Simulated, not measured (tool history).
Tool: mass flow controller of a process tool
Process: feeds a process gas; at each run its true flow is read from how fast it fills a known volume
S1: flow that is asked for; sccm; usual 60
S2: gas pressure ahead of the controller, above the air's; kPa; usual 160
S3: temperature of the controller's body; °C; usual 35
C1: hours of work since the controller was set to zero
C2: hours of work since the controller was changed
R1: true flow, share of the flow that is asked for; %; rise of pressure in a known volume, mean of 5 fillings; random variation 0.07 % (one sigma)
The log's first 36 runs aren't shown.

run 37 hour=13060.2 | S1=23 S2=193 S3=25 | C1=2356 C2=10306 | R1=95.54
run 38 hour=13311.2 | S1=68 S2=193 S3=21 | C1=2487 C2=10438 | R1=97.76
-- hour=13538.1 controller exchanged for a calibrated one
run 39 hour=13554.4 | S1=81 S2=165 S3=35 | C1=9 C2=9 | R1=98.66
run 40 hour=13986.7 | S1=13 S2=165 S3=35 | C1=235 C2=235 | R1=97.49
run 41 hour=14364.5 | S1=13 S2=165 S3=35 | C1=433 C2=433 | R1=97.16
run 42 hour=14630.8 | S1=20 S2=238 S3=35 | C1=572 C2=572 | R1=97.66
run 43 hour=15118.7 | S1=20 S2=179 S3=26 | C1=828 C2=828 | R1=97.8
run 44 hour=15643.4 | S1=20 S2=232 S3=26 | C1=1103 C2=1103 | R1=97.8
run 45 hour=15901.3 | S1=20 S2=232 S3=26 | C1=1238 C2=1238 | R1=97.53
run 46 hour=16385.7 | S1=62 S2=160 S3=29 | C1=1492 C2=1492 | R1=98.17
run 47 hour=16827.8 | S1=62 S2=160 S3=29 | C1=1723 C2=1723 | R1=98.08
run 48 hour=17332.3 | S1=24 S2=160 S3=38 | C1=1988 C2=1988 | R1=95.73

Forecast each of these 3 alternatives for the next run:
run A hour=17819.5 | S1=13 S2=160 S3=33 | C1=2243 C2=2243 | R1=?
run B hour=17819.5 | S1=43 S2=141 S3=38 | C1=2243 C2=2243 | R1=?
run C hour=17819.5 | S1=60 S2=160 S3=21 | C1=2243 C2=2243 | R1=?

run=A R1=93.88
run=B R1=96.51
run=C R1=98.44
Without the tool's hidden state the same runs would have given:
run=A R1=98.51
run=B R1=98.31
run=C R1=99.89
